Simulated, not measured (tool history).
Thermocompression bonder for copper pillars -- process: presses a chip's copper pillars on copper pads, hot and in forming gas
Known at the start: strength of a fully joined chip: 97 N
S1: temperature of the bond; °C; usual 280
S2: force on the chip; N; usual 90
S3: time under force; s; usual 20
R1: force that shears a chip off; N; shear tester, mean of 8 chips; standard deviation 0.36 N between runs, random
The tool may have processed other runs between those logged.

run	hour	S1	S2	S3	R1
1	0.0	280	90	20	33.6
2	28.3	274	90	20	32.1
3	51.8	279	90	20	33.5
4	84.6	279	90	20	32.9
5	104.3	280	90	20	33.2
6	136.1	280	90	20	33.5
7	156.6	280	90	20	32.8
8	194.7	280	90	20	32.5
9	216.2	280	90	20	32.9
10	232.6	280	90	20	32.3
11	248.3	300	90	11	31.3
12	270.2	257	135	33	45.9
13	292.8	296	109	19	43.7
14	313.1	296	109	19	43.2
15	351.1	256	107	20	30.4
16	368.0	262	90	55	39.5
17	399.5	250	62	16	13.6
18	419.3	276	108	41	51.4

Withheld: 1 entry from between the runs. Position of each, and hidden state at the listed run before versus the listed run after:
In the gap between runs 17 and 18: forming gas filter changed (hour 414.8)
  oxide that the forming gas leaves, % of the face: 9.2 -> 0.63
  measured less the result without the state, R1: -0.9 -> +0.6 N
